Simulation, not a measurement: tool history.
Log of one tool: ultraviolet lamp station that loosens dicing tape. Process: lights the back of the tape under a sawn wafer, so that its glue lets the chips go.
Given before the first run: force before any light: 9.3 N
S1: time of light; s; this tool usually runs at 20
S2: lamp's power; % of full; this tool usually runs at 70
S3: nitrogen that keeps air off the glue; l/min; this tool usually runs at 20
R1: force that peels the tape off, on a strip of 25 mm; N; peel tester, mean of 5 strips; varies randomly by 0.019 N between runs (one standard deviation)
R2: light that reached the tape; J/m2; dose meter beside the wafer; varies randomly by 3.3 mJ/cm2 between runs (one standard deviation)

| run | hour | S1 | S2 | S3 | R1 | R2 |
|---|---|---|---|---|---|---|
| 1 | 0 | 20 | 70 | 20 | 1.682 | 3700 |
| 2 | 30.3 | 16 | 70 | 20 | 2.378 | 2880 |
| 3 | 65.5 | 20 | 70 | 20 | 1.79 | 3500 |
| 4 | 91.6 | 20 | 70 | 20 | 1.818 | 3480 |
| 5 | 116.4 | 20 | 70 | 20 | 1.845 | 3420 |
| 6 | 149.5 | 20 | 70 | 20 | 1.966 | 3340 |
| 7 | 174.7 | 20 | 70 | 20 | 1.938 | 3280 |
| 8 | 208.8 | 20 | 70 | 14 | 2.382 | 3220 |
| 9 | 230.8 | 20 | 70 | 14 | 2.318 | 3150 |
| 10 | 263.1 | 20 | 70 | 14 | 2.359 | 3070 |
| 11 | 281.9 | 20 | 70 | 14 | 1.942 | 3620 |
| 12 | 300.5 | 20 | 70 | 14 | 1.916 | 3560 |
| 13 | 325.3 | 20 | 70 | 14 | 2.002 | 3510 |
| 14 | 356.8 | 20 | 70 | 28 | 1.74 | 3430 |
| 15 | 385.8 | 20 | 70 | 28 | 1.732 | 3360 |
| 16 | 426.8 | 20 | 70 | 28 | 1.832 | 3260 |
| 17 | 443.9 | 20 | 70 | 18 | 2.171 | 3230 |
| 18 | 477.9 | 20 | 80 | 20 | 1.732 | 3610 |
| 19 | 504.9 | 20 | 88 | 20 | 1.539 | 3930 |
| 20 | 543.9 | 20 | 88 | 20 | 0.646 | 5950 |
| 21 | 569.3 | 20 | 70 | 20 | 1.143 | 4690 |
| 22 | 592.6 | 20 | 68 | 20 | 1.19 | 4500 |
| 23 | 627.2 | 31 | 82 | 29 | 0.329 | 8120 |
| 24 | 657.7 | 37 | 97 | 15 | 0.257 | 11350 |
| 25 | 691 | 37 | 97 | 15 | 0.271 | 11200 |
| 26 | 726.4 | 25 | 73 | 11 | 1.034 | 5500 |
| 27 | 760.6 | 26 | 85 | 11 | 0.771 | 6610 |
| 28 | 792.9 | 20 | 79 | 20 | 1.141 | 4650 |
| 29 | 831.3 | 20 | 79 | 20 | 1.175 | 4490 |
| 30 | 849.2 | 20 | 100 | 26 | 0.678 | 5680 |
| 31 | 886.1 | 20 | 100 | 26 | 0.714 | 5490 |
| 32 | 916.3 | 15 | 70 | 20 | 2.516 | 2860 |
| 33 | 942.4 | 26 | 81 | 14 | 0.916 | 5570 |
| 34 | 963.4 | 20 | 93 | 39 | 0.804 | 4850 |
| 35 | 985.1 | 20 | 93 | 39 | 0.554 | 5740 |
| 36 | 1025.9 | 19 | 70 | 20 | 1.433 | 4000 |
| 37 | 1046.3 | 19 | 70 | 20 | 1.482 | 3990 |
| 38 | 1067.4 | 17 | 70 | 15 | 1.997 | 3560 |
| 39 | 1103.8 | 25 | 65 | 19 | 1.102 | 4710 |
| 40 | 1136 | 15 | 70 | 39 | 1.904 | 2990 |
| 41 | 1155.5 | 22 | 98 | 10 | 0.915 | 6070 |
| 42 | 1182.9 | 22 | 98 | 10 | 0.969 | 5950 |

The log once held 3 entries between its listed runs, left out of this copy. Where does each go, and what is different about the tool's unlogged condition between the listed run before it and the listed run after it?
From run 10 to run 11: window cleaned of glue's vapour (hour 273.5)
  lamp's light, % of a new lamp's: 70.9 -> 70.3; light that the window lets through, % of a clean one's: 84.2 -> 99.5
  difference, measured minus the result without the unlogged condition, R1: +1.327 -> +0.881 N; R2: -2060 -> -1550 J/m2
From run 19 to run 20: lamp changed (hour 516.5)
  lamp's light, % of a new lamp's: 63.5 -> 97.9; light that the window lets through, % of a clean one's: 94.2 -> 93.4
  difference, measured minus the result without the unlogged condition, R1: +0.965 -> +0.109 N; R2: -2630 -> -560 J/m2
From run 34 to run 35: window cleaned of glue's vapour (hour 982.2)
  lamp's light, % of a new lamp's: 85 -> 84.3; light that the window lets through, % of a clean one's: 83.5 -> 99.8
  difference, measured minus the result without the unlogged condition, R1: +0.4 -> +0.162 N; R2: -1990 -> -1090 J/m2

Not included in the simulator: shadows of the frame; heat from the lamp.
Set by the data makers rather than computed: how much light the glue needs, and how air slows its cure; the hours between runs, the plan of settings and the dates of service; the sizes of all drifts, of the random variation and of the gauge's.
